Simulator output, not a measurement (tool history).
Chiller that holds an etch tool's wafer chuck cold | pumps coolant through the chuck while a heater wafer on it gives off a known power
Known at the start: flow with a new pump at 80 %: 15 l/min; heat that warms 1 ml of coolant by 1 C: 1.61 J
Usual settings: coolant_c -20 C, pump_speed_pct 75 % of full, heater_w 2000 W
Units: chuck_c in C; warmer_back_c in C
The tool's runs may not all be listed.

run 1 hour=0 | coolant_c=-20 pump_speed_pct=75 heater_w=2000 | chuck_c=1.9 warmer_back_c=5.34
run 2 hour=34.2 | coolant_c=-20 pump_speed_pct=75 heater_w=2000 | chuck_c=2 warmer_back_c=5.35
run 3 hour=78.4 | coolant_c=-20 pump_speed_pct=75 heater_w=2000 | chuck_c=2 warmer_back_c=5.36
run 4 hour=109.4 | coolant_c=-20 pump_speed_pct=75 heater_w=2000 | chuck_c=1.9 warmer_back_c=5.35
run 5 hour=140.8 | coolant_c=-20 pump_speed_pct=75 heater_w=2000 | chuck_c=1.9 warmer_back_c=5.38
run 6 hour=179.7 | coolant_c=-20 pump_speed_pct=75 heater_w=2000 | chuck_c=2 warmer_back_c=5.38
run 7 hour=201.2 | coolant_c=-20 pump_speed_pct=75 heater_w=2000 | chuck_c=1.8 warmer_back_c=5.38
run 8 hour=237.1 | coolant_c=-20 pump_speed_pct=75 heater_w=2000 | chuck_c=2 warmer_back_c=5.35
run 9 hour=258.4 | coolant_c=-20 pump_speed_pct=73 heater_w=2000 | chuck_c=2.4 warmer_back_c=5.57
-- hour=287.4 chiller's thermometer calibrated
run 10 hour=287.4 | coolant_c=-20 pump_speed_pct=73 heater_w=2000 | chuck_c=3 warmer_back_c=5.52
run 11 hour=329.7 | coolant_c=-20 pump_speed_pct=73 heater_w=2000 | chuck_c=3.1 warmer_back_c=5.52
run 12 hour=362.4 | coolant_c=-20 pump_speed_pct=73 heater_w=2000 | chuck_c=3.2 warmer_back_c=5.57
run 13 hour=405 | coolant_c=-20 pump_speed_pct=73 heater_w=2000 | chuck_c=3.2 warmer_back_c=5.53
run 14 hour=450.6 | coolant_c=-20 pump_speed_pct=73 heater_w=2000 | chuck_c=3.3 warmer_back_c=5.57
run 15 hour=497.4 | coolant_c=-20 pump_speed_pct=75 heater_w=2000 | chuck_c=2.9 warmer_back_c=5.42
run 16 hour=519.4 | coolant_c=-20 pump_speed_pct=75 heater_w=2000 | chuck_c=2.9 warmer_back_c=5.37
run 17 hour=565.6 | coolant_c=-20 pump_speed_pct=69 heater_w=2000 | chuck_c=4.1 warmer_back_c=5.96
run 18 hour=603.9 | coolant_c=-16 pump_speed_pct=67 heater_w=2403 | chuck_c=13.9 warmer_back_c=7.38
run 19 hour=653.6 | coolant_c=-18 pump_speed_pct=75 heater_w=2113 | chuck_c=6.2 warmer_back_c=5.67
run 20 hour=692.6 | coolant_c=-14 pump_speed_pct=86 heater_w=2113 | chuck_c=8.3 warmer_back_c=4.88
run 21 hour=740.5 | coolant_c=-23 pump_speed_pct=86 heater_w=1842 | chuck_c=-3.7 warmer_back_c=4.26
run 22 hour=772.3 | coolant_c=-20 pump_speed_pct=75 heater_w=2821 | chuck_c=12.6 warmer_back_c=7.7
run 23 hour=797.8 | coolant_c=-21 pump_speed_pct=85 heater_w=2218 | chuck_c=2.7 warmer_back_c=5.25

Forecast run 24:
run 24 hour=818.8 | coolant_c=-22 pump_speed_pct=75 heater_w=1907 | chuck_c=? warmer_back_c=?

Run 24 gave chuck_c 0.1 C, warmer_back_c 5.15 C.
Without the tool's hidden state the same run would have given chuck_c -2.8 C, warmer_back_c 5.08 C.
